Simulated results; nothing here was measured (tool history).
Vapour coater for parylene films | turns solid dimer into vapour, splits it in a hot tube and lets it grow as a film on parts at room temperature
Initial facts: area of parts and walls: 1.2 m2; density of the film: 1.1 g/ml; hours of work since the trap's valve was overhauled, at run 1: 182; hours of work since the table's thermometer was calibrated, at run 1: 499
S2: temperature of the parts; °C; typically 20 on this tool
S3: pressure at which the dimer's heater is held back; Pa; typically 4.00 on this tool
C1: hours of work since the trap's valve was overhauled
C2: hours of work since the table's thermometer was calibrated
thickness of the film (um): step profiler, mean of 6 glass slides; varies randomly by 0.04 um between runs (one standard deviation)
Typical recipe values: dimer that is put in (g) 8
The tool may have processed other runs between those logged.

Run 1, day 0.000: usual settings; C1 182; C2 499. Result: thickness of the film (um) 4.21.
Run 2, day 0.712: usual settings; C1 194; C2 512. Result: thickness of the film (um) 4.18.
Run 3, day 1.129: usual settings; C1 202; C2 519. Result: thickness of the film (um) 4.12.
Run 4, day 1.696: usual settings; C1 211; C2 528. Result: thickness of the film (um) 4.09.
Run 5, day 2.033: usual settings; C1 217; C2 534. Result: thickness of the film (um) 4.13.
Run 6, day 2.683: usual settings; C1 228; C2 545. Result: thickness of the film (um) 4.10.
Run 7, day 3.267: usual settings; C1 238; C2 555. Result: thickness of the film (um) 4.15.
Run 8, day 3.633: usual settings but S3 9.04 Pa; C1 244; C2 562. Result: thickness of the film (um) 3.87.
Run 9, day 4.171: usual settings but dimer that is put in (g) 11; C1 254; C2 571. Result: thickness of the film (um) 5.54.
Run 10, day 4.621: usual settings but dimer that is put in (g) 11; C1 261; C2 578. Result: thickness of the film (um) 5.72.
Run 11, day 5.221: usual settings but S3 3.49 Pa; C1 272; C2 589. Result: thickness of the film (um) 4.16.
Run 12, day 5.733: usual settings but S3 3.49 Pa; C1 280; C2 598. Result: thickness of the film (um) 4.11.
Run 13, day 6.362: usual settings but S3 3.49 Pa; C1 291; C2 608. Result: thickness of the film (um) 4.04.
Run 14, day 6.692: usual settings but S3 3.49 Pa; C1 297; C2 614. Result: thickness of the film (um) 4.19.
Run 15, day 7.042: usual settings but S3 3.49 Pa; C1 303; C2 620. Result: thickness of the film (um) 4.04.
Run 16, day 7.729: usual settings but S3 3.49 Pa; C1 315; C2 632. Result: thickness of the film (um) 4.13.
Run 17, day 8.408: usual settings but dimer that is put in (g) 10, S3 4.19 Pa; C1 326; C2 643. Result: thickness of the film (um) 4.93.
Run 18, day 9.125: usual settings but dimer that is put in (g) 6, S2 27 °C, S3 3.68 Pa; C1 338; C2 656. Result: thickness of the film (um) 2.77.
Run 19, day 9.675: usual settings but dimer that is put in (g) 11, S2 17 °C, S3 5.32 Pa; C1 348; C2 665. Result: thickness of the film (um) 5.55.
Run 20, day 10.383: usual settings but dimer that is put in (g) 10, S2 19 °C, S3 11.37 Pa; C1 360; C2 677. Result: thickness of the film (um) 4.61.
Run 21, day 10.908: usual settings but dimer that is put in (g) 7, S2 15 °C, S3 4.48 Pa; C1 369; C2 686. Result: thickness of the film (um) 3.82.
Run 22, day 11.621: usual settings but dimer that is put in (g) 3, S2 13 °C; C1 381; C2 698. Result: thickness of the film (um) 1.64.
Run 23, day 12.233: usual settings but S3 11.56 Pa; C1 392; C2 709. Result: thickness of the film (um) 3.60.
Run 24, day 12.754: usual settings but S3 5.74 Pa; C1 400; C2 718. Result: thickness of the film (um) 3.85.
Run 25, day 13.233: usual settings but dimer that is put in (g) 14, S2 23 °C; C1 409; C2 726. Result: thickness of the film (um) 6.66.
Run 26, day 13.608: usual settings but dimer that is put in (g) 14, S2 23 °C; C1 415; C2 732. Result: thickness of the film (um) 6.56.
Run 27, day 14.075: usual settings but dimer that is put in (g) 12, S2 23 °C; C1 423; C2 740. Result: thickness of the film (um) 5.58.
Run 28, day 14.742: usual settings but dimer that is put in (g) 12, S2 23 °C; C1 435; C2 752. Result: thickness of the film (um) 5.61.
Run 29, day 15.071: usual settings but S2 15 °C, S3 11.18 Pa; C1 440; C2 757. Result: thickness of the film (um) 3.86.
Run 30, day 15.625: usual settings but dimer that is put in (g) 11, S2 23 °C, S3 5.60 Pa; C1 450; C2 767. Result: thickness of the film (um) 4.92.

Hidden state or all else? Some run-to-run changes of thickness of the film (um), split into what the settings, what came in and random variation would give without the hidden state, and what is left for the hidden state (with any gauge scatter that isn't in both results):
Unlogged tool condition in this case: vapour lost through the trap's worn valve, %; true temperature of the parts over the reading, C; drift of the gauge itself on film_um, %.
Run 18 -> 19: dimer that is put in (g) 6 -> 11, S2 27 -> 17, S3 3.68 -> 5.32. thickness of the film (um) +2.78: hidden state -0.27, all else +3.05.
Run 21 -> 22: dimer that is put in (g) 7 -> 3, S2 15 -> 13, S3 4.48 -> 4.00. thickness of the film (um) -2.18: hidden state +0.21, all else -2.39.
Run 24 -> 25: dimer that is put in (g) 8 -> 14, S2 20 -> 23, S3 5.74 -> 4.00. thickness of the film (um) +2.81: hidden state -0.31, all else +3.12.
